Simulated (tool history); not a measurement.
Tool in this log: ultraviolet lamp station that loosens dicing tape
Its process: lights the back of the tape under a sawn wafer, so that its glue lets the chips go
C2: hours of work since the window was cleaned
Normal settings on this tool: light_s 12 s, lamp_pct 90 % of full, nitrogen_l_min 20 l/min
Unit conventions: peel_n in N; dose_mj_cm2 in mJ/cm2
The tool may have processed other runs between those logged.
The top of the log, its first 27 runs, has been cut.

Run 28, hour 189.4: usual settings but light_s 16 s, lamp_pct 82 % of full, nitrogen_l_min 7 l/min; hours of work of the lamp 240; C2 313. Result: peel_n 0.919 N, dose_mj_cm2 292 mJ/cm2.
Run 29, hour 196.8: usual settings but light_s 22 s, lamp_pct 84 % of full; hours of work of the lamp 246; C2 319. Result: peel_n 0.289 N, dose_mj_cm2 404 mJ/cm2.
Run 30, hour 204.0: usual settings but nitrogen_l_min 12 l/min; hours of work of the lamp 251; C2 324. Result: peel_n 0.887 N, dose_mj_cm2 237 mJ/cm2.
Run 31, hour 209.0: usual settings but light_s 14 s, lamp_pct 75 % of full, nitrogen_l_min 8 l/min; hours of work of the lamp 255; C2 328. Result: peel_n 1.278 N, dose_mj_cm2 228 mJ/cm2.
Run 32, hour 219.0: usual settings but light_s 19 s, lamp_pct 83 % of full, nitrogen_l_min 30 l/min; hours of work of the lamp 263; C2 336. Result: peel_n 0.299 N, dose_mj_cm2 348 mJ/cm2.
Run 33, hour 228.7: usual settings but light_s 19 s, lamp_pct 99 % of full, nitrogen_l_min 8 l/min; hours of work of the lamp 270; C2 343. Result: peel_n 0.447 N, dose_mj_cm2 405 mJ/cm2.
Run 34, hour 236.3: usual settings but light_s 13 s, lamp_pct 79 % of full, nitrogen_l_min 36 l/min; hours of work of the lamp 276; C2 349. Result: peel_n 0.529 N, dose_mj_cm2 219 mJ/cm2.
Run 35, hour 243.5: usual settings but light_s 13 s, lamp_pct 93 % of full, nitrogen_l_min 6 l/min; hours of work of the lamp 282; C2 355. Result: peel_n 1.224 N, dose_mj_cm2 260 mJ/cm2.
Run 36, hour 251.5: usual settings but lamp_pct 67 % of full, nitrogen_l_min 10 l/min; hours of work of the lamp 288; C2 361. Result: peel_n 1.714 N, dose_mj_cm2 171 mJ/cm2.
Run 37, hour 260.3: usual settings but light_s 17 s, lamp_pct 99 % of full, nitrogen_l_min 10 l/min; hours of work of the lamp 295; C2 368. Result: peel_n 0.485 N, dose_mj_cm2 358 mJ/cm2.
Run 38, hour 269.2: usual settings but light_s 17 s, lamp_pct 99 % of full, nitrogen_l_min 10 l/min; hours of work of the lamp 301; C2 375. Result: peel_n 0.476 N, dose_mj_cm2 360 mJ/cm2.
Run 39, hour 274.7: usual settings but light_s 17 s, lamp_pct 99 % of full, nitrogen_l_min 10 l/min; hours of work of the lamp 306; C2 379. Result: peel_n 0.478 N, dose_mj_cm2 361 mJ/cm2.
Run 40, hour 279.7: usual settings but light_s 9 s, lamp_pct 99 % of full, nitrogen_l_min 10 l/min; hours of work of the lamp 309; C2 383. Result: peel_n 1.455 N, dose_mj_cm2 193 mJ/cm2.
Run 41, hour 289.2: usual settings but light_s 9 s, lamp_pct 99 % of full, nitrogen_l_min 10 l/min; hours of work of the lamp 317; C2 390. Result: peel_n 1.531 N, dose_mj_cm2 191 mJ/cm2.
Run 42, hour 298.5: usual settings but light_s 9 s, lamp_pct 99 % of full, nitrogen_l_min 10 l/min; hours of work of the lamp 324; C2 397. Result: peel_n 1.577 N, dose_mj_cm2 193 mJ/cm2.
Run 43, hour 304.6: usual settings but light_s 9 s, nitrogen_l_min 9 l/min; hours of work of the lamp 329; C2 402. Result: peel_n 1.800 N, dose_mj_cm2 169 mJ/cm2.

Here are 3 independent what-if runs from the current tool condition. What would each one return?
Run A, hour 310.2: usual settings but light_s 9 s, lamp_pct 60 % of full, nitrogen_l_min 34 l/min; hours of work of the lamp 333; C2 406. Result: peel_n ?, dose_mj_cm2 ?.
Run B, hour 310.2: usual settings but light_s 23 s, lamp_pct 98 % of full, nitrogen_l_min 6 l/min; hours of work of the lamp 333; C2 406. Result: peel_n ?, dose_mj_cm2 ?.
Run C, hour 310.2: usual settings but light_s 9 s, lamp_pct 92 % of full, nitrogen_l_min 10 l/min; hours of work of the lamp 333; C2 406. Result: peel_n ?, dose_mj_cm2 ?.

run  peel_n  dose_mj_cm2
  A   1.798          110
  B   0.398          480
  C   1.731          171
Take away the tool's hidden state, keep each run's random variation, and the runs would have read:
run  peel_n  dose_mj_cm2
  A   1.392          131
  B   0.310          567
  C   1.337          203

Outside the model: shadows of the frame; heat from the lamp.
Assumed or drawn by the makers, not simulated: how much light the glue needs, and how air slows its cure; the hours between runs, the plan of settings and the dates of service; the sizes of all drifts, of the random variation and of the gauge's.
